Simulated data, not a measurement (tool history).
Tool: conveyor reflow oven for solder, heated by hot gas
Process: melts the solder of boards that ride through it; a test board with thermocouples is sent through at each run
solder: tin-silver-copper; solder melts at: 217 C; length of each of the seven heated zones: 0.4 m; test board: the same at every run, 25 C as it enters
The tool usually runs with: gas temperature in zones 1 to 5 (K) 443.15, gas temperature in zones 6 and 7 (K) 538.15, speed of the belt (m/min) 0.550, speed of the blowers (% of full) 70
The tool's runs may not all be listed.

| run | hour | gas temperature in zones 1 to 5 (K) | gas temperature in zones 6 and 7 (K) | speed of the belt (m/min) | speed of the blowers (% of full) | highest temperature of the board (K) | time above the solder's melting point (s) |
|---|---|---|---|---|---|---|---|
| 1 | 0.0 | 443.15 | 538.15 | 0.550 | 70 | 527.55 | 67.5 |
|  | 16.4 | flux residue cleaned out of gas plates and filters |
| 2 | 78.7 | 443.15 | 538.15 | 0.550 | 70 | 528.85 | 70.1 |
| 3 | 135.0 | 443.15 | 552.15 | 0.550 | 70 | 541.85 | 78.6 |
| 4 | 232.7 | 443.15 | 538.15 | 0.513 | 70 | 530.55 | 77.6 |
| 5 | 305.2 | 443.15 | 538.15 | 0.513 | 70 | 530.65 | 76.6 |
| 6 | 400.7 | 443.15 | 538.15 | 0.513 | 70 | 531.35 | 76.3 |
| 7 | 490.9 | 443.15 | 538.15 | 0.513 | 70 | 530.95 | 77.0 |
| 8 | 532.4 | 432.15 | 538.15 | 0.550 | 70 | 527.35 | 65.2 |
|  | 542.6 | thermocouples of zones 6 and 7 changed |
| 9 | 629.4 | 432.15 | 538.15 | 0.550 | 70 | 524.85 | 63.4 |
|  | 704.1 | flux residue cleaned out of gas plates and filters |
| 10 | 704.1 | 448.15 | 538.15 | 0.550 | 70 | 528.65 | 73.9 |
| 11 | 753.7 | 448.15 | 538.15 | 0.550 | 70 | 529.35 | 73.3 |
| 12 | 809.8 | 448.15 | 538.15 | 0.550 | 70 | 528.95 | 73.7 |
| 13 | 868.1 | 448.15 | 538.15 | 0.550 | 70 | 528.85 | 73.2 |
| 14 | 949.7 | 448.15 | 538.15 | 0.550 | 70 | 529.65 | 72.2 |
| 15 | 1047.6 | 443.15 | 538.15 | 0.550 | 70 | 528.95 | 71.4 |
| 16 | 1149.3 | 431.15 | 538.15 | 0.550 | 76 | 528.15 | 67.9 |
| 17 | 1233.8 | 457.15 | 531.15 | 0.590 | 69 | 522.35 | 66.0 |
|  | 1289.0 | belt drive overhauled, speed set with a stopwatch |
| 18 | 1312.8 | 443.15 | 538.15 | 0.550 | 88 | 529.55 | 69.1 |
| 19 | 1382.6 | 428.15 | 535.15 | 0.550 | 60 | 520.75 | 56.4 |
|  | 1396.3 | flux residue cleaned out of gas plates and filters |
|  | 1414.7 | thermocouples of zones 6 and 7 changed |
| 20 | 1433.0 | 458.15 | 542.15 | 0.604 | 61 | 529.75 | 67.2 |
| 21 | 1484.9 | 458.15 | 542.15 | 0.604 | 61 | 529.85 | 68.2 |
| 22 | 1583.2 | 458.15 | 542.15 | 0.604 | 61 | 529.55 | 68.0 |
| 23 | 1649.7 | 454.15 | 550.15 | 0.604 | 61 | 536.45 | 69.4 |
| 24 | 1694.8 | 439.15 | 550.15 | 0.604 | 61 | 533.95 | 62.1 |
| 25 | 1772.2 | 443.15 | 538.15 | 0.550 | 61 | 526.35 | 66.0 |
| 26 | 1835.0 | 443.15 | 538.15 | 0.550 | 50 | 523.85 | 64.3 |

Run 27 is up next; what results do you expect?
| 27 | 1900.8 | 454.15 | 538.15 | 0.619 | 61 | ? | ? |

{"run 27": {"highest temperature of the board (K)": 524.35, "time above the solder's melting point (s)": 61.7}}
Take away the tool's hidden state, keep the run-to-run variation as it was, and the same run would have given highest temperature of the board (K) 524.95, time above the solder's melting point (s) 62.0.
